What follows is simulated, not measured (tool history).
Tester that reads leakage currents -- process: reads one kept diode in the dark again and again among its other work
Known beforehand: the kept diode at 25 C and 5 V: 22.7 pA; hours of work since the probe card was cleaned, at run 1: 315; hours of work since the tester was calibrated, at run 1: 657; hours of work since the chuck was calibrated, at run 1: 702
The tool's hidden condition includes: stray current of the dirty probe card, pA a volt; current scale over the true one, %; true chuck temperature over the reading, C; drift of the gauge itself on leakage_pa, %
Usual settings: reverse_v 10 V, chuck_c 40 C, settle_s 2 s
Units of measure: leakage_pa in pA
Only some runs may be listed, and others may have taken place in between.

run    hour  reverse_v  chuck_c  settle_s  hours of work since the probe card was cleaned  hours of work since the tester was calibrated  hours of work since the chuck was calibrated  leakage_pa
  1       0         10       40         2                                             315                                            657                                           702      104.82
  2    27.5         10       28         2                                             330                                            672                                           717       39.21
  3    75.4         10       28         2                                             356                                            698                                           743        39.5
  4   124.9         10       28         2                                             383                                            725                                           770       39.22
  5   177.4         10       40         2                                             411                                            753                                           799       103.6
  6   239.2         10       40         2                                             445                                            787                                           832      103.88
  7   289.9         10       40         2                                             472                                            815                                           860      103.77
  8   318.7         10       40      0.68                                             488                                            830                                           875      104.96
  9   373.6         10       40      0.55                                             518                                            860                                           905      104.61
 10   400.8         10       40      0.55                                             532                                            875                                           920      104.12
 11   432.9         10       40      0.55                                             550                                            892                                           937      104.43
 12   466.4         10       40      0.55                                             568                                            910                                           956      104.65
 13   500.6        5.7       40         2                                             586                                            929                                           974       78.56
 14   550.1        5.7       40         2                                             613                                            956                                          1001       77.86
 15     592         10       40         2                                             636                                            978                                          1024      102.58
      597.7  -- probe card cleaned and baked
 16   621.8         10       40       3.4                                              13                                            993                                          1038      102.83
 17   684.1         10       40       0.5                                              47                                           1027                                          1072      103.74
 18   734.9         10       20         2                                              74                                           1054                                          1100       20.54
 19   773.6         10       20         2                                              95                                           1075                                          1121       20.35
      793.7  -- chuck's temperature calibrated
      800.4  -- probe card cleaned and baked, once more
 20     838         10       20       0.3                                              20                                           1108                                            22       23.98
 21   891.6         10       20       0.3                                              50                                           1137                                            51       23.97
 22   939.8         10       22         2                                              76                                           1163                                            78       24.83
 23   972.9         10       22         2                                              94                                           1181                                            96       24.94
 24  1027.7          9       50         2                                             123                                           1211                                           125      224.55
 25  1076.2       10.9       33      1.28                                             150                                           1237                                           152       65.39
 26  1131.2        6.8       51       2.6                                             180                                           1267                                           182      210.84
 27  1193.2        6.8       51       2.6                                             213                                           1300                                           215      210.35
 28  1249.3          3       20         2                                             244                                           1331                                           246       11.44
 29  1278.7        7.1       59      4.33                                             260                                           1347                                           262      381.35

Run 30 is up next; what results do you expect?
 30  1322.7         10       60      0.73                                             283                                           1371                                           285           ?

{"run 30": {"leakage_pa": 483.26}}
The same run, on a tool lacking any hidden state, would have yielded leakage_pa 496.85 pA.
